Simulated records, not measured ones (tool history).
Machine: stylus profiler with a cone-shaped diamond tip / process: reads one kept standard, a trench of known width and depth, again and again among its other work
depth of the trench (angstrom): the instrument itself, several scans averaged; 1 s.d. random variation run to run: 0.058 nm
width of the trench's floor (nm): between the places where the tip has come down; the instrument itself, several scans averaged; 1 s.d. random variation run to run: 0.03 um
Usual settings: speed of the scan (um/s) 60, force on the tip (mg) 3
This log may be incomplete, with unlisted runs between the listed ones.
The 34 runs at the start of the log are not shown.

run    hour  speed of the scan (um/s)  force on the tip (mg)  scans with this tip  hours of work since the height scale was calibrated  depth of the trench (angstrom)  width of the trench's floor (nm)
 35    2884                        87                   8.36                14524                                                 1061                            5162                             97150
 36  2992.5                        60                   1.75                14978                                                 1146                          5057.3                             97010
 37  3102.5                        80                   1.55                15439                                                 1232                          5052.2                             96930
 38  3164.9                        80                   1.55                15700                                                 1280                          5051.8                             96890
 39    3214                        80                   1.55                15906                                                 1319                          5052.3                             96880
 40  3329.9                        35                   5.14                16391                                                 1409                          5117.3                             97240
 41  3445.4                       190                   5.14                16874                                                 1499                          5117.7                             96850
 42  3520.9                        87                      3                17191                                                 1558                          5081.6                             97020
 43  3594.8                       183                   4.19                17500                                                 1616                          5102.6                             96780
     3634.8  -- height scale calibrated on a step standard
 44  3689.2                       183                   4.19                17893                                                   42                          5101.7                             96760
 45  3807.5                       183                   4.19                18389                                                  135                          5101.9                             96750
 46  3926.2                       183                   4.19                18886                                                  227                          5101.7                             96790

Below are 3 alternative next runs, each starting from the tool's condition after run 46. Predict each:
  A  4019                        95                      3                19274                                                  300                               ?                                 ?
  B  4019                        94                   1.02                19274                                                  300                               ?                                 ?
  C  4019                       233                   1.29                19274                                                  300                               ?                                 ?

run  depth of the trench (angstrom)  width of the trench's floor (nm)
  A                          5082.1                             96950
  B                          5039.1                             96750
  C                          5046.2                             96000
What these runs would have given with no unlogged condition in the tool:
run  depth of the trench (angstrom)  width of the trench's floor (nm)
  A                          5082.2                             96980
  B                          5039.1                             96780
  C                          5046.3                             96020
